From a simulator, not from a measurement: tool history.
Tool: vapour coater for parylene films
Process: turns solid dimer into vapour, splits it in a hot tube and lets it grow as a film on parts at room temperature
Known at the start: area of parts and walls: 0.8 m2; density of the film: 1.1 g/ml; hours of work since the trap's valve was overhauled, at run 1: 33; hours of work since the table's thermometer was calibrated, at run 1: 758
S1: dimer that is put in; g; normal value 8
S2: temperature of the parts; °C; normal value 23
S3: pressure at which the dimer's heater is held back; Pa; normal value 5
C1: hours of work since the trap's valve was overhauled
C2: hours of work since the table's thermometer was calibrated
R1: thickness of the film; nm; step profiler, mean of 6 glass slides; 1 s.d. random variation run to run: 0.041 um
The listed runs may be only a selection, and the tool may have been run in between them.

| run | hour | S1 | S2 | S3 | C1 | C2 | R1 |
|---|---|---|---|---|---|---|---|
| 1 | 0 | 8 | 23 | 5 | 33 | 758 | 4480 |
| 2 | 38.3 | 8 | 23 | 5 | 57 | 782 | 4490 |
| 3 | 91 | 8 | 23 | 5 | 91 | 815 | 4340 |
| 4 | 120.6 | 8 | 23 | 5 | 109 | 834 | 4340 |
| 5 | 155.5 | 8 | 23 | 5 | 131 | 856 | 4310 |
| 6 | 179.5 | 8 | 23 | 5 | 146 | 871 | 4280 |
| 7 | 208 | 13 | 23 | 5 | 164 | 889 | 6890 |
| 8 | 237.6 | 13 | 23 | 5 | 183 | 908 | 6880 |
| 9 | 284.9 | 13 | 23 | 5 | 213 | 938 | 6880 |
|  | 309 | trap's valve overhauled |
| 10 | 328.8 | 13 | 23 | 5 | 13 | 963 | 6380 |
| 11 | 354.2 | 13 | 23 | 5 | 29 | 979 | 6410 |
| 12 | 384.1 | 13 | 23 | 5 | 47 | 998 | 6400 |
| 13 | 407.7 | 8 | 20 | 5 | 62 | 1013 | 4330 |
|  | 426.3 | trap's valve overhauled, once more |
| 14 | 459.1 | 8 | 20 | 5 | 21 | 1043 | 4980 |
| 15 | 485.6 | 8 | 25 | 5 | 37 | 1060 | 4130 |
| 16 | 533.6 | 8 | 25 | 5 | 68 | 1090 | 4030 |
| 17 | 578.5 | 8 | 25 | 5 | 96 | 1118 | 4030 |
| 18 | 610.6 | 8 | 23 | 2.55 | 116 | 1139 | 4990 |
| 19 | 652.1 | 8 | 23 | 2.55 | 143 | 1165 | 5000 |
| 20 | 697.2 | 8 | 30 | 5 | 171 | 1193 | 3270 |
| 21 | 720.6 | 8 | 30 | 5 | 186 | 1208 | 3250 |
| 22 | 751.7 | 8 | 30 | 5 | 205 | 1228 | 3280 |
|  | 787 | trap's valve overhauled |
| 23 | 795.9 | 8 | 30 | 5 | 6 | 1253 | 3450 |
| 24 | 846.3 | 7 | 16 | 7.47 | 37 | 1285 | 4690 |
| 25 | 871.9 | 12 | 16 | 5.47 | 54 | 1301 | 8530 |
| 26 | 896.4 | 12 | 16 | 5.64 | 69 | 1316 | 8470 |
| 27 | 940.4 | 12 | 16 | 5.64 | 97 | 1344 | 8330 |
| 28 | 983.7 | 10 | 16 | 2.84 | 124 | 1372 | 8030 |
| 29 | 1010.2 | 13 | 23 | 3.92 | 141 | 1388 | 7480 |
| 30 | 1055.2 | 3 | 23 | 2.97 | 169 | 1417 | 1890 |
| 31 | 1105.2 | 3 | 23 | 2.97 | 201 | 1448 | 1740 |
|  | 1147.4 | trap's valve overhauled |
| 32 | 1163.5 | 12 | 24 | 5 | 10 | 1483 | 6460 |
| 33 | 1192.5 | 12 | 24 | 5 | 28 | 1501 | 6490 |
| 34 | 1231.8 | 8 | 32 | 2.34 | 53 | 1526 | 3740 |
| 35 | 1279.3 | 4 | 23 | 5 | 83 | 1556 | 2200 |
| 36 | 1311.5 | 13 | 23 | 5 | 104 | 1576 | 7080 |
| 37 | 1348.4 | 13 | 23 | 5 | 127 | 1599 | 7060 |
| 38 | 1390.4 | 13 | 23 | 5 | 153 | 1626 | 7080 |
| 39 | 1430.4 | 8 | 23 | 6.38 | 179 | 1651 | 4080 |
| 40 | 1469.8 | 3 | 21 | 2.9 | 204 | 1676 | 1920 |
|  | 1507.6 | trap's valve overhauled |
| 41 | 1519.4 | 13 | 23 | 7.24 | 7 | 1705 | 6860 |
| 42 | 1562.1 | 8 | 20 | 7.24 | 34 | 1732 | 4680 |
| 43 | 1606.3 | 10 | 20 | 3.29 | 62 | 1760 | 6830 |
| 44 | 1628.8 | 10 | 20 | 3.29 | 77 | 1774 | 6770 |
| 45 | 1668.7 | 10 | 20 | 3.29 | 102 | 1799 | 6680 |
| 46 | 1697.8 | 5 | 16 | 3.29 | 120 | 1817 | 3920 |

Alternative continuations, all from the tool just after run 46; predict every row:
| A | 1732.8 | 8 | 18 | 8.6 | 142 | 1839 | ? |
| B | 1732.8 | 5 | 17 | 3.29 | 142 | 1839 | ? |
| C | 1732.8 | 4 | 27 | 5 | 142 | 1839 | ? |
| D | 1732.8 | 8 | 23 | 3.53 | 142 | 1839 | ? |
| E | 1732.8 | 13 | 19 | 3.96 | 142 | 1839 | ? |

| run | R1 |
|---|---|
| A | 4640 |
| B | 3740 |
| C | 1880 |
| D | 4710 |
| E | 8590 |
With no hidden state in the tool, these same runs would have given:
| run | R1 |
|---|---|
| A | 4750 |
| B | 3830 |
| C | 1930 |
| D | 4830 |
| E | 8810 |
